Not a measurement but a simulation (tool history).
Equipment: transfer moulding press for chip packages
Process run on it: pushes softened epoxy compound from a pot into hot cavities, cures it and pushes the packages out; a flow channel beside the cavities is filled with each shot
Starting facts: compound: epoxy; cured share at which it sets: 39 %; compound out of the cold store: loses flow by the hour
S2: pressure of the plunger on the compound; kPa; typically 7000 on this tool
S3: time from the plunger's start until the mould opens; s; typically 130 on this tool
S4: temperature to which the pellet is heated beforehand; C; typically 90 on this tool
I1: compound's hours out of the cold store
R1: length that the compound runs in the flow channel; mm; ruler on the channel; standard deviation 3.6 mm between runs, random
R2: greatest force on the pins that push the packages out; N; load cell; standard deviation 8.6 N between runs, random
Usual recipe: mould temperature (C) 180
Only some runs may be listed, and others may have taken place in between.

run 1 hour=0.0 | mould_temperature_(C)=180 S2=7000 S3=130 S4=90 | I1=8.9 | R1=615 R2=490
run 2 hour=54.5 | mould_temperature_(C)=180 S2=7000 S3=130 S4=90 | I1=47.9 | R1=509 R2=544
-- hour=71.5 cavities cleaned with cleaning compound and waxed
run 3 hour=105.1 | mould_temperature_(C)=180 S2=7000 S3=133 S4=90 | I1=43.3 | R1=514 R2=447
run 4 hour=159.6 | mould_temperature_(C)=180 S2=6960 S3=130 S4=90 | I1=24.8 | R1=554 R2=515
-- hour=193.9 cavities cleaned with cleaning compound and waxed
run 5 hour=239.0 | mould_temperature_(C)=180 S2=6960 S3=130 S4=90 | I1=42.1 | R1=506 R2=482
-- hour=245.4 mould's thermocouples calibrated
-- hour=299.6 plunger's sealing rings changed
run 6 hour=318.3 | mould_temperature_(C)=180 S2=6960 S3=130 S4=90 | I1=42.9 | R1=526 R2=572
-- hour=327.1 cavities cleaned with cleaning compound and waxed
run 7 hour=361.8 | mould_temperature_(C)=180 S2=6960 S3=130 S4=90 | I1=36.0 | R1=546 R2=437
run 8 hour=433.0 | mould_temperature_(C)=180 S2=6960 S3=130 S4=90 | I1=17.5 | R1=601 R2=561
-- hour=453.1 cavities cleaned with cleaning compound and waxed
run 9 hour=483.6 | mould_temperature_(C)=180 S2=5880 S3=130 S4=90 | I1=34.5 | R1=493 R2=461
run 10 hour=555.1 | mould_temperature_(C)=180 S2=5880 S3=148 S4=90 | I1=25.6 | R1=519 R2=538
-- hour=574.1 mould's thermocouples calibrated, once more
-- hour=580.1 cavities cleaned with cleaning compound and waxed
run 11 hour=637.8 | mould_temperature_(C)=180 S2=7190 S3=125 S4=86 | I1=8.9 | R1=613 R2=502
-- hour=705.0 cavities cleaned with cleaning compound and waxed
run 12 hour=719.0 | mould_temperature_(C)=182 S2=7000 S3=130 S4=90 | I1=42.6 | R1=509 R2=411
-- hour=767.4 plunger's sealing rings changed
run 13 hour=796.7 | mould_temperature_(C)=181 S2=7000 S3=123 S4=97 | I1=22.6 | R1=585 R2=551

Alternative continuations, all from the tool just after run 13; predict every row:
-- hour=829.0 cavities cleaned with cleaning compound and waxed
run A hour=883.0 | mould_temperature_(C)=181 S2=6530 S3=134 S4=97 | I1=10.6 | R1=? R2=?
-- hour=829.0 cavities cleaned with cleaning compound and waxed
run B hour=883.0 | mould_temperature_(C)=181 S2=7000 S3=170 S4=97 | I1=14.8 | R1=? R2=?
-- hour=829.0 cavities cleaned with cleaning compound and waxed
run C hour=883.0 | mould_temperature_(C)=180 S2=7930 S3=130 S4=90 | I1=38.6 | R1=? R2=?
-- hour=829.0 cavities cleaned with cleaning compound and waxed
run D hour=883.0 | mould_temperature_(C)=187 S2=7000 S3=113 S4=96 | I1=38.6 | R1=? R2=?

run=A R1=598 R2=492
run=B R1=602 R2=459
run=C R1=576 R2=508
run=D R1=522 R2=471
Without the tool's hidden state the same runs would have given:
run=A R1=605 R2=382
run=B R1=609 R2=359
run=C R1=582 R2=394
run=D R1=528 R2=366
